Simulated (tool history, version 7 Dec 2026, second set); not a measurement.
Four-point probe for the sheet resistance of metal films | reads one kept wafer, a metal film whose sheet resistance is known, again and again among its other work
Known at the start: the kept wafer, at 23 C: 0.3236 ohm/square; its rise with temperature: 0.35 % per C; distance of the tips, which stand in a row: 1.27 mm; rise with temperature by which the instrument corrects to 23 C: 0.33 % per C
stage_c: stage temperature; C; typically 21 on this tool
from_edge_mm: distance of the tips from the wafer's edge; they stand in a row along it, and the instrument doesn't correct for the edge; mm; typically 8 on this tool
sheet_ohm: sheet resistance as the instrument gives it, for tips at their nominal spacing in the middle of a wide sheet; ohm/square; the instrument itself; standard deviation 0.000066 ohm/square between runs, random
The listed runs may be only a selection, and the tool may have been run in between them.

| run | hour | stage_c | from_edge_mm | sheet_ohm |
|---|---|---|---|---|
| 1 | 0 | 21 | 8 | 0.332386 |
| 2 | 16.2 | 21 | 8 | 0.332575 |
| 3 | 25.4 | 25 | 8 | 0.33273 |
| 4 | 33.7 | 25 | 8 | 0.332756 |
| 5 | 47.5 | 25 | 8 | 0.33269 |
| 6 | 64.7 | 21 | 8 | 0.332647 |
| 7 | 72.5 | 29 | 53 | 0.328663 |
| 8 | 80.3 | 29 | 53 | 0.328811 |
| 9 | 97.5 | 22 | 53 | 0.328428 |
| 10 | 106.1 | 27 | 18 | 0.329496 |
| 11 | 122 | 33 | 68 | 0.328897 |
| 12 | 135.4 | 33 | 68 | 0.328871 |

Here are 3 independent what-if runs from the current tool condition. What would each one return?
| A | 146 | 18 | 5 | ? |
| B | 146 | 18 | 16 | ? |
| C | 146 | 33 | 41 | ? |

| run | sheet_ohm |
|---|---|
| A | 0.339201 |
| B | 0.329197 |
| C | 0.329125 |
Take away the tool's hidden state, keep each run's random variation, and the runs would have read:
| run | sheet_ohm |
|---|---|
| A | 0.334281 |
| B | 0.32441 |
| C | 0.324339 |
